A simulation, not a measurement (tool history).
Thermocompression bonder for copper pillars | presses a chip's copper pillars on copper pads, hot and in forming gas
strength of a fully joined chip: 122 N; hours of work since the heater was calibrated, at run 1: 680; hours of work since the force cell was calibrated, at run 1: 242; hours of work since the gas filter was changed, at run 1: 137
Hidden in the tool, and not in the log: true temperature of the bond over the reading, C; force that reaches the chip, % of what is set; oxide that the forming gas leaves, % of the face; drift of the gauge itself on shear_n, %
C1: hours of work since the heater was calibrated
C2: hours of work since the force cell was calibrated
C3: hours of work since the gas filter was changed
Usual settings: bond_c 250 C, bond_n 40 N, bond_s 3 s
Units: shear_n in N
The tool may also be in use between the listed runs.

run 1 day=0.000 | bond_c=250 bond_n=40 bond_s=3 | C1=680 C2=242 C3=137 | shear_n=79.1
run 2 day=0.383 | bond_c=250 bond_n=40 bond_s=3 | C1=686 C2=249 C3=143 | shear_n=78.1
run 3 day=0.754 | bond_c=250 bond_n=40 bond_s=2 | C1=693 C2=255 C3=150 | shear_n=68.4
run 4 day=0.946 | bond_c=250 bond_n=40 bond_s=2 | C1=696 C2=258 C3=153 | shear_n=68.9
run 5 day=1.204 | bond_c=263 bond_n=40 bond_s=3 | C1=700 C2=263 C3=157 | shear_n=87.1
run 6 day=1.388 | bond_c=263 bond_n=40 bond_s=3 | C1=703 C2=266 C3=161 | shear_n=86.7
run 7 day=1.688 | bond_c=263 bond_n=40 bond_s=3 | C1=709 C2=271 C3=166 | shear_n=86.4
-- day=1.979 forming gas filter changed
run 8 day=2.088 | bond_c=263 bond_n=40 bond_s=3 | C1=715 C2=278 C3=2 | shear_n=94.6
run 9 day=2.429 | bond_c=263 bond_n=40 bond_s=3 | C1=721 C2=284 C3=8 | shear_n=93.7
run 10 day=2.704 | bond_c=263 bond_n=40 bond_s=3 | C1=726 C2=288 C3=13 | shear_n=93.5
run 11 day=2.867 | bond_c=263 bond_n=40 bond_s=3 | C1=729 C2=291 C3=15 | shear_n=94.7
run 12 day=3.083 | bond_c=263 bond_n=40 bond_s=3 | C1=732 C2=295 C3=19 | shear_n=91.2
run 13 day=3.267 | bond_c=263 bond_n=40 bond_s=3 | C1=735 C2=298 C3=22 | shear_n=95.5
run 14 day=3.496 | bond_c=250 bond_n=40 bond_s=3 | C1=739 C2=302 C3=26 | shear_n=85.5
run 15 day=3.717 | bond_c=250 bond_n=40 bond_s=3 | C1=743 C2=306 C3=30 | shear_n=83.4
run 16 day=4.021 | bond_c=250 bond_n=40 bond_s=3 | C1=748 C2=311 C3=35 | shear_n=82.4
run 17 day=4.375 | bond_c=250 bond_n=40 bond_s=3 | C1=755 C2=317 C3=41 | shear_n=81.5
run 18 day=4.654 | bond_c=250 bond_n=40 bond_s=3 | C1=759 C2=322 C3=46 | shear_n=82.2
run 19 day=4.908 | bond_c=250 bond_n=38 bond_s=3 | C1=764 C2=326 C3=51 | shear_n=80.5
run 20 day=5.179 | bond_c=250 bond_n=40 bond_s=3 | C1=768 C2=331 C3=55 | shear_n=82.6
run 21 day=5.562 | bond_c=250 bond_n=40 bond_s=3 | C1=775 C2=338 C3=62 | shear_n=82.4
run 22 day=5.729 | bond_c=237 bond_n=45 bond_s=3 | C1=778 C2=341 C3=65 | shear_n=73.8
run 23 day=5.942 | bond_c=237 bond_n=51 bond_s=3 | C1=782 C2=344 C3=68 | shear_n=77.5
run 24 day=6.308 | bond_c=250 bond_n=40 bond_s=9 | C1=788 C2=351 C3=75 | shear_n=100.4
run 25 day=6.562 | bond_c=250 bond_n=40 bond_s=4 | C1=792 C2=355 C3=79 | shear_n=88.1
run 26 day=6.871 | bond_c=240 bond_n=29 bond_s=4 | C1=798 C2=360 C3=84 | shear_n=69.2
-- day=6.954 force cell calibrated
run 27 day=7.112 | bond_c=233 bond_n=29 bond_s=4 | C1=801 C2=3 C3=87 | shear_n=65.0
run 28 day=7.292 | bond_c=233 bond_n=29 bond_s=4 | C1=804 C2=6 C3=91 | shear_n=63.4
run 29 day=7.504 | bond_c=233 bond_n=29 bond_s=4 | C1=807 C2=9 C3=94 | shear_n=62.4
-- day=7.675 force cell calibrated, once more
run 30 day=7.804 | bond_c=240 bond_n=40 bond_s=2 | C1=812 C2=2 C3=98 | shear_n=64.4
run 31 day=7.983 | bond_c=240 bond_n=46 bond_s=3 | C1=815 C2=5 C3=101 | shear_n=77.3
run 32 day=8.150 | bond_c=231 bond_n=42 bond_s=5 | C1=818 C2=8 C3=104 | shear_n=76.5
run 33 day=8.508 | bond_c=231 bond_n=42 bond_s=5 | C1=824 C2=14 C3=110 | shear_n=76.1
run 34 day=8.858 | bond_c=231 bond_n=32 bond_s=3 | C1=830 C2=20 C3=117 | shear_n=59.3
run 35 day=9.104 | bond_c=234 bond_n=40 bond_s=2 | C1=834 C2=25 C3=121 | shear_n=58.6
run 36 day=9.454 | bond_c=234 bond_n=40 bond_s=2 | C1=840 C2=31 C3=127 | shear_n=60.3
run 37 day=9.712 | bond_c=234 bond_n=40 bond_s=2 | C1=844 C2=35 C3=131 | shear_n=58.1
run 38 day=10.067 | bond_c=276 bond_n=46 bond_s=2 | C1=851 C2=41 C3=137 | shear_n=94.0
run 39 day=10.238 | bond_c=259 bond_n=36 bond_s=8 | C1=853 C2=44 C3=140 | shear_n=98.6

Forecast each of these 5 alternatives for the next run:
run A day=10.446 | bond_c=259 bond_n=58 bond_s=2 | C1=857 C2=48 C3=144 | shear_n=?
run B day=10.446 | bond_c=235 bond_n=36 bond_s=2 | C1=857 C2=48 C3=144 | shear_n=?
run C day=10.446 | bond_c=250 bond_n=40 bond_s=2 | C1=857 C2=48 C3=144 | shear_n=?
run D day=10.446 | bond_c=250 bond_n=40 bond_s=5 | C1=857 C2=48 C3=144 | shear_n=?
run E day=10.446 | bond_c=259 bond_n=56 bond_s=8 | C1=857 C2=48 C3=144 | shear_n=?

run=A shear_n=87.0
run=B shear_n=55.7
run=C shear_n=70.6
run=D shear_n=87.9
run=E shear_n=107.1
Without the tool's hidden state the same runs would have given:
run=A shear_n=90.1
run=B shear_n=56.0
run=C shear_n=72.0
run=D shear_n=91.1
run=E shear_n=113.8
